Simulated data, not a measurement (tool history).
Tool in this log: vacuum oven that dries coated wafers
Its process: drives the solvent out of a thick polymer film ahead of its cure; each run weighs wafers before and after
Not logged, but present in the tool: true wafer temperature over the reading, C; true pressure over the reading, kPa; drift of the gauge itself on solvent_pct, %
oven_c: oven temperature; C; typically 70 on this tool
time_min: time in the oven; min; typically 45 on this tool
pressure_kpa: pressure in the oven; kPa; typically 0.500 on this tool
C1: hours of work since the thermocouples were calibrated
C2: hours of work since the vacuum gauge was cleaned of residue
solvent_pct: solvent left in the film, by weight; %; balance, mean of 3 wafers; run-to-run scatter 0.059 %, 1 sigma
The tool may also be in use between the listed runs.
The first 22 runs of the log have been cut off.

-- hour=596.5 oven's thermocouples calibrated, once more
run 23 hour=618.3 | oven_c=70 time_min=45 pressure_kpa=0.500 | C1=16 C2=932 | solvent_pct=3.24
run 24 hour=650.3 | oven_c=70 time_min=45 pressure_kpa=0.500 | C1=39 C2=955 | solvent_pct=3.16
run 25 hour=673.1 | oven_c=70 time_min=45 pressure_kpa=0.500 | C1=56 C2=972 | solvent_pct=3.26
run 26 hour=711.1 | oven_c=70 time_min=45 pressure_kpa=0.500 | C1=84 C2=999 | solvent_pct=3.24
run 27 hour=728.0 | oven_c=70 time_min=33 pressure_kpa=0.351 | C1=96 C2=1012 | solvent_pct=4.64
run 28 hour=756.1 | oven_c=70 time_min=33 pressure_kpa=0.351 | C1=116 C2=1032 | solvent_pct=4.73
run 29 hour=777.4 | oven_c=56 time_min=45 pressure_kpa=0.280 | C1=132 C2=1048 | solvent_pct=7.18
run 30 hour=795.1 | oven_c=56 time_min=45 pressure_kpa=0.280 | C1=145 C2=1061 | solvent_pct=7.18
run 31 hour=831.1 | oven_c=56 time_min=40 pressure_kpa=0.280 | C1=171 C2=1087 | solvent_pct=7.98
run 32 hour=861.8 | oven_c=56 time_min=40 pressure_kpa=0.280 | C1=194 C2=1109 | solvent_pct=7.86
run 33 hour=886.2 | oven_c=70 time_min=24 pressure_kpa=1.521 | C1=211 C2=1127 | solvent_pct=6.89
run 34 hour=903.0 | oven_c=56 time_min=79 pressure_kpa=0.257 | C1=224 C2=1139 | solvent_pct=4.35
run 35 hour=938.3 | oven_c=76 time_min=32 pressure_kpa=1.955 | C1=249 C2=1165 | solvent_pct=3.97
run 36 hour=962.5 | oven_c=70 time_min=50 pressure_kpa=1.535 | C1=267 C2=1183 | solvent_pct=3.48
run 37 hour=989.9 | oven_c=80 time_min=23 pressure_kpa=0.536 | C1=287 C2=1203 | solvent_pct=3.90
run 38 hour=1024.0 | oven_c=59 time_min=48 pressure_kpa=0.536 | C1=312 C2=1228 | solvent_pct=6.43
run 39 hour=1055.0 | oven_c=59 time_min=48 pressure_kpa=0.294 | C1=335 C2=1250 | solvent_pct=6.14
run 40 hour=1085.1 | oven_c=70 time_min=69 pressure_kpa=0.500 | C1=356 C2=1272 | solvent_pct=1.79
run 41 hour=1120.4 | oven_c=81 time_min=46 pressure_kpa=1.488 | C1=382 C2=1298 | solvent_pct=1.49
run 42 hour=1156.5 | oven_c=70 time_min=33 pressure_kpa=0.854 | C1=409 C2=1324 | solvent_pct=5.10
run 43 hour=1184.7 | oven_c=70 time_min=33 pressure_kpa=0.342 | C1=429 C2=1345 | solvent_pct=4.85
run 44 hour=1216.7 | oven_c=70 time_min=33 pressure_kpa=0.342 | C1=453 C2=1368 | solvent_pct=4.79
run 45 hour=1241.2 | oven_c=70 time_min=33 pressure_kpa=0.342 | C1=470 C2=1386 | solvent_pct=4.85
run 46 hour=1260.8 | oven_c=57 time_min=36 pressure_kpa=0.342 | C1=485 C2=1400 | solvent_pct=8.26
run 47 hour=1298.0 | oven_c=82 time_min=43 pressure_kpa=1.435 | C1=512 C2=1428 | solvent_pct=1.58

4 options for the next run, each taken on its own from the tool as it stands now. Forecast them:
run A hour=1316.7 | oven_c=82 time_min=29 pressure_kpa=1.435 | C1=525 C2=1441 | solvent_pct=?
run B hour=1316.7 | oven_c=70 time_min=50 pressure_kpa=0.478 | C1=525 C2=1441 | solvent_pct=?
run C hour=1316.7 | oven_c=78 time_min=50 pressure_kpa=0.325 | C1=525 C2=1441 | solvent_pct=?
run D hour=1316.7 | oven_c=70 time_min=45 pressure_kpa=0.710 | C1=525 C2=1441 | solvent_pct=?

run=A solvent_pct=2.79
run=B solvent_pct=2.95
run=C solvent_pct=1.31
run=D solvent_pct=3.51
With no hidden state in the tool, these same runs would have given:
run=A solvent_pct=2.60
run=B solvent_pct=2.66
run=C solvent_pct=1.08
run=D solvent_pct=3.22

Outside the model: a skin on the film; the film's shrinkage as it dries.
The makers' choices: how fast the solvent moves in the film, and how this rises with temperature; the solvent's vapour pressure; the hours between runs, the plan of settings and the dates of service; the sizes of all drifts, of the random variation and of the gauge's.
